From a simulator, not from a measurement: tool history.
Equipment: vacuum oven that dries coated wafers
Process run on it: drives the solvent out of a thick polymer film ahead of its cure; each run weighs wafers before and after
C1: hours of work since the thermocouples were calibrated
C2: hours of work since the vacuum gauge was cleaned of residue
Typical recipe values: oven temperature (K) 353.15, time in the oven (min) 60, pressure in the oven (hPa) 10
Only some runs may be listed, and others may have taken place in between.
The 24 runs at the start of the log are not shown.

run 25 hour=969.6 | oven_temperature_(K)=338.15 time_in_the_oven_(min)=91 pressure_in_the_oven_(hPa)=32.3 | C1=519 C2=1287 | solvent_left_in_the_film_(%)=8.14
run 26 hour=997.5 | oven_temperature_(K)=351.15 time_in_the_oven_(min)=95 pressure_in_the_oven_(hPa)=8.4 | C1=532 C2=1300 | solvent_left_in_the_film_(%)=1.85
run 27 hour=1022.7 | oven_temperature_(K)=351.15 time_in_the_oven_(min)=95 pressure_in_the_oven_(hPa)=8.4 | C1=544 C2=1312 | solvent_left_in_the_film_(%)=2.02
run 28 hour=1048.7 | oven_temperature_(K)=351.15 time_in_the_oven_(min)=95 pressure_in_the_oven_(hPa)=8.4 | C1=556 C2=1324 | solvent_left_in_the_film_(%)=1.82
run 29 hour=1088.3 | oven_temperature_(K)=347.15 time_in_the_oven_(min)=42 pressure_in_the_oven_(hPa)=17.2 | C1=575 C2=1343 | solvent_left_in_the_film_(%)=8.1
run 30 hour=1131.7 | oven_temperature_(K)=351.15 time_in_the_oven_(min)=61 pressure_in_the_oven_(hPa)=6.5 | C1=595 C2=1364 | solvent_left_in_the_film_(%)=3.82
run 31 hour=1162.3 | oven_temperature_(K)=351.15 time_in_the_oven_(min)=61 pressure_in_the_oven_(hPa)=6.5 | C1=609 C2=1378 | solvent_left_in_the_film_(%)=3.94
run 32 hour=1192.8 | oven_temperature_(K)=353.15 time_in_the_oven_(min)=86 pressure_in_the_oven_(hPa)=14.2 | C1=624 C2=1392 | solvent_left_in_the_film_(%)=2.31
-- hour=1201.3 vacuum gauge cleaned of residue and calibrated
run 33 hour=1222.1 | oven_temperature_(K)=343.15 time_in_the_oven_(min)=57 pressure_in_the_oven_(hPa)=32.4 | C1=637 C2=10 | solvent_left_in_the_film_(%)=8.78
run 34 hour=1261.8 | oven_temperature_(K)=342.15 time_in_the_oven_(min)=32 pressure_in_the_oven_(hPa)=6.2 | C1=656 C2=29 | solvent_left_in_the_film_(%)=10.82
run 35 hour=1299.6 | oven_temperature_(K)=342.15 time_in_the_oven_(min)=32 pressure_in_the_oven_(hPa)=6.2 | C1=674 C2=46 | solvent_left_in_the_film_(%)=10.78
run 36 hour=1339 | oven_temperature_(K)=339.15 time_in_the_oven_(min)=32 pressure_in_the_oven_(hPa)=5.7 | C1=692 C2=65 | solvent_left_in_the_film_(%)=11.66
-- hour=1345.6 oven's thermocouples calibrated
run 37 hour=1376.1 | oven_temperature_(K)=352.15 time_in_the_oven_(min)=36 pressure_in_the_oven_(hPa)=8.6 | C1=14 C2=82 | solvent_left_in_the_film_(%)=6.89
run 38 hour=1417.6 | oven_temperature_(K)=352.15 time_in_the_oven_(min)=36 pressure_in_the_oven_(hPa)=8.6 | C1=34 C2=101 | solvent_left_in_the_film_(%)=6.85
run 39 hour=1459 | oven_temperature_(K)=366.15 time_in_the_oven_(min)=81 pressure_in_the_oven_(hPa)=10 | C1=54 C2=121 | solvent_left_in_the_film_(%)=0.74
run 40 hour=1510.1 | oven_temperature_(K)=366.15 time_in_the_oven_(min)=81 pressure_in_the_oven_(hPa)=10 | C1=78 C2=145 | solvent_left_in_the_film_(%)=0.66
run 41 hour=1535 | oven_temperature_(K)=353.15 time_in_the_oven_(min)=77 pressure_in_the_oven_(hPa)=10 | C1=89 C2=156 | solvent_left_in_the_film_(%)=2.43
run 42 hour=1581.1 | oven_temperature_(K)=353.15 time_in_the_oven_(min)=77 pressure_in_the_oven_(hPa)=10 | C1=111 C2=178 | solvent_left_in_the_film_(%)=2.4

Alternative continuations, all from the tool just after run 42; predict every row:
run A hour=1629.2 | oven_temperature_(K)=359.15 time_in_the_oven_(min)=38 pressure_in_the_oven_(hPa)=10 | C1=134 C2=201 | solvent_left_in_the_film_(%)=?
run B hour=1629.2 | oven_temperature_(K)=353.15 time_in_the_oven_(min)=84 pressure_in_the_oven_(hPa)=29.9 | C1=134 C2=201 | solvent_left_in_the_film_(%)=?
run C hour=1629.2 | oven_temperature_(K)=343.15 time_in_the_oven_(min)=58 pressure_in_the_oven_(hPa)=14.2 | C1=134 C2=201 | solvent_left_in_the_film_(%)=?
run D hour=1629.2 | oven_temperature_(K)=362.15 time_in_the_oven_(min)=60 pressure_in_the_oven_(hPa)=10 | C1=134 C2=201 | solvent_left_in_the_film_(%)=?

run=A solvent_left_in_the_film_(%)=4.53
run=B solvent_left_in_the_film_(%)=3.36
run=C solvent_left_in_the_film_(%)=7.01
run=D solvent_left_in_the_film_(%)=1.62
Had the tool no hidden state, the same runs would have come out as:
run=A solvent_left_in_the_film_(%)=4.51
run=B solvent_left_in_the_film_(%)=3.35
run=C solvent_left_in_the_film_(%)=6.99
run=D solvent_left_in_the_film_(%)=1.61

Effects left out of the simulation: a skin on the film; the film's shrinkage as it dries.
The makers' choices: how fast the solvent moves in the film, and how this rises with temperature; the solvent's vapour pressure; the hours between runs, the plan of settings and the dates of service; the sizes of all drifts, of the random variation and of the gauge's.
